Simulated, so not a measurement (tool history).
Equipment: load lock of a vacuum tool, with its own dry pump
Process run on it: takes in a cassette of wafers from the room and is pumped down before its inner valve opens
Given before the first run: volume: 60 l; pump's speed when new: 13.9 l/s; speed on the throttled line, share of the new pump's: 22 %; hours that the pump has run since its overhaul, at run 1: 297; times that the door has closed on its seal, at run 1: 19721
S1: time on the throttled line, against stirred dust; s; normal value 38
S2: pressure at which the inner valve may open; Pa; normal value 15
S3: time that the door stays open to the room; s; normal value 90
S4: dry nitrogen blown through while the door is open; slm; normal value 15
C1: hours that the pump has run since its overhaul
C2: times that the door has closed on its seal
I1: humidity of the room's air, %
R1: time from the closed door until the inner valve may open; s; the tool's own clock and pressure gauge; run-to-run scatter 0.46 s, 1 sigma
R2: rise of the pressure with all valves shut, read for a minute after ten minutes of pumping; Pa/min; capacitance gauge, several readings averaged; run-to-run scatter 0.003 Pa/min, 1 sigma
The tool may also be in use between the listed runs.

run,day,S1,S2,S3,S4,C1,C2,I1,R1,R2
1,0.000,38,15,90,15,297,19721,45.7,67.8,0.105
2,3.004,38,15,90,15,369,20067,45.9,68.7,0.108
3,4.888,38,15,90,15,415,20284,47.1,67.9,0.105
4,7.829,38,15,90,15,485,20623,46.0,67.9,0.110
5,10.804,38,15,90,15,557,20966,42.4,68.4,0.107
6,14.146,38,15,90,15,637,21351,41.2,69.0,0.113
7,16.504,38,15,90,15,693,21623,44.1,68.7,0.113
8,19.879,38,15,135,15,774,22012,45.2,69.3,0.122
9,24.375,22,12,90,9,882,22530,44.6,57.9,0.126
10,28.088,38,15,173,15,971,22958,44.6,69.2,0.132
11,30.496,38,15,159,37,1029,23236,43.6,68.3,0.123
12,33.621,38,15,159,37,1104,23596,43.7,69.2,0.115
13,37.542,38,15,159,37,1198,24048,45.3,69.6,0.125
14,40.667,46,25,174,16,1273,24408,48.1,73.2,0.148

Each row is a separate what-if for the run after 14, all from the same tool condition, not one after another. Results?
A,45.175,33,12,174,39,1381,24927,44.6,?,?
B,45.175,68,25,70,16,1381,24927,46.9,?,?
C,45.175,38,13,133,34,1381,24927,45.0,?,?

run,R1,R2
A,66.7,0.132
B,89.5,0.129
C,70.1,0.124
What these runs would have given with no unlogged condition in the tool:
run,R1,R2
A,65.6,0.028
B,88.8,0.024
C,69.0,0.020
